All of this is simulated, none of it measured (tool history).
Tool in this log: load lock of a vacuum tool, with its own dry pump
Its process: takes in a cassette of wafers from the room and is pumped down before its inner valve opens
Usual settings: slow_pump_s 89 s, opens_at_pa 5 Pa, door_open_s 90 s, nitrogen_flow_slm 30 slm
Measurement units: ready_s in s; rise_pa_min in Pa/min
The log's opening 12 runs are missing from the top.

run,hour,slow_pump_s,opens_at_pa,door_open_s,nitrogen_flow_slm,hours that the pump has run since its overhaul,times that the door has closed on its seal,"incoming humidity of the room's air, %",ready_s,rise_pa_min
13,2200.0,89,5,90,30,9121,57985,46.2,174.9,0.305
14,2348.4,89,5,90,30,9270,58718,47.9,174.6,0.310
15,2475.8,89,5,90,30,9397,59348,43.6,174.1,0.313
16,2688.4,89,5,90,30,9610,60399,44.4,175.1,0.319
17,2814.2,89,5,140,30,9735,61021,45.3,175.6,0.331
18,3037.9,89,5,63,30,9959,62127,46.8,175.3,0.329
19,3304.8,89,5,63,30,10226,63446,43.7,176.4,0.338
20,3458.2,71,5,28,19,10379,64205,46.6,160.3,0.356
# hour 3523.9: dry pump taken out, an overhauled one fitted
21,3727.3,71,5,33,6,203,65505,44.0,148.9,0.366
22,3970.7,56,4,238,30,447,66709,44.5,138.2,0.384
23,4100.0,56,4,238,30,576,67348,42.0,139.1,0.385
24,4306.0,56,4,238,30,782,68366,40.5,138.5,0.391
25,4542.0,89,6,82,14,1018,69533,45.8,164.3,0.412
26,4699.0,89,6,82,14,1175,70309,47.8,163.6,0.412
27,4849.4,89,6,82,14,1325,71052,43.8,164.9,0.421
28,5015.5,60,6,82,9,1492,71873,46.1,139.9,0.435
29,5282.2,112,8,90,30,1758,73192,42.1,182.0,0.433
30,5552.1,62,5,90,5,2028,74526,44.7,142.8,0.469
31,5816.6,134,5,90,5,2293,75834,46.7,206.6,0.471

Run 32 is up next; what results do you expect?
32,5975.7,134,5,90,5,2452,76620,44.9,?,?

ready_s: 206.3 s
rise_pa_min: 0.480 Pa/min
With no hidden state in the tool, this same run would have given ready_s 205.5 s, rise_pa_min 0.035 Pa/min.

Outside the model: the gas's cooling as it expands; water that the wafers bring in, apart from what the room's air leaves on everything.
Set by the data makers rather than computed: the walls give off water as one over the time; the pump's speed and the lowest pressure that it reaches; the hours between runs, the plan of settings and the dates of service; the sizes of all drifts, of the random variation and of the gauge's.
